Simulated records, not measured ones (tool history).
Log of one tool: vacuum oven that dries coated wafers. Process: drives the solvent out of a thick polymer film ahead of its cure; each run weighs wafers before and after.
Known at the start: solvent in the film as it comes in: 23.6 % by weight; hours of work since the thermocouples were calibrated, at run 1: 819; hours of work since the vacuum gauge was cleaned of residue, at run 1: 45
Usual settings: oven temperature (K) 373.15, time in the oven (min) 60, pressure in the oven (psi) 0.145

| run | hour | oven temperature (K) | time in the oven (min) | pressure in the oven (psi) | hours of work since the thermocouples were calibrated | hours of work since the vacuum gauge was cleaned of residue | solvent left in the film (%) |
|---|---|---|---|---|---|---|---|
| 1 | 0.0 | 373.15 | 60 | 0.145 | 819 | 45 | 5.95 |
| 2 | 18.3 | 373.15 | 60 | 0.145 | 829 | 55 | 6.10 |
| 3 | 37.7 | 373.15 | 60 | 0.145 | 840 | 66 | 6.00 |
|  | 45.0 | oven's thermocouples calibrated |
| 4 | 51.0 | 373.15 | 60 | 0.145 | 3 | 72 | 5.64 |
| 5 | 72.5 | 373.15 | 60 | 0.145 | 15 | 84 | 5.62 |
| 6 | 92.8 | 373.15 | 60 | 0.145 | 26 | 95 | 5.77 |
| 7 | 111.1 | 373.15 | 68 | 0.358 | 37 | 105 | 5.38 |
| 8 | 129.0 | 374.15 | 54 | 0.287 | 47 | 115 | 6.41 |
| 9 | 139.5 | 366.15 | 32 | 0.145 | 52 | 121 | 11.96 |
| 10 | 151.5 | 374.15 | 105 | 0.145 | 59 | 128 | 2.20 |
| 11 | 164.8 | 374.15 | 105 | 0.145 | 66 | 135 | 2.17 |

3 ways to go on from here, each from the tool as it stands after run 11. What would each give?
| A | 184.6 | 373.15 | 71 | 0.145 | 77 | 146 | ? |
| B | 184.6 | 381.15 | 32 | 0.145 | 77 | 146 | ? |
| C | 184.6 | 374.15 | 105 | 0.363 | 77 | 146 | ? |

| run | solvent left in the film (%) |
|---|---|
| A | 4.57 |
| B | 7.54 |
| C | 2.69 |
Without the tool's hidden state the same runs would have given:
| run | solvent left in the film (%) |
|---|---|
| A | 4.40 |
| B | 7.37 |
| C | 2.56 |
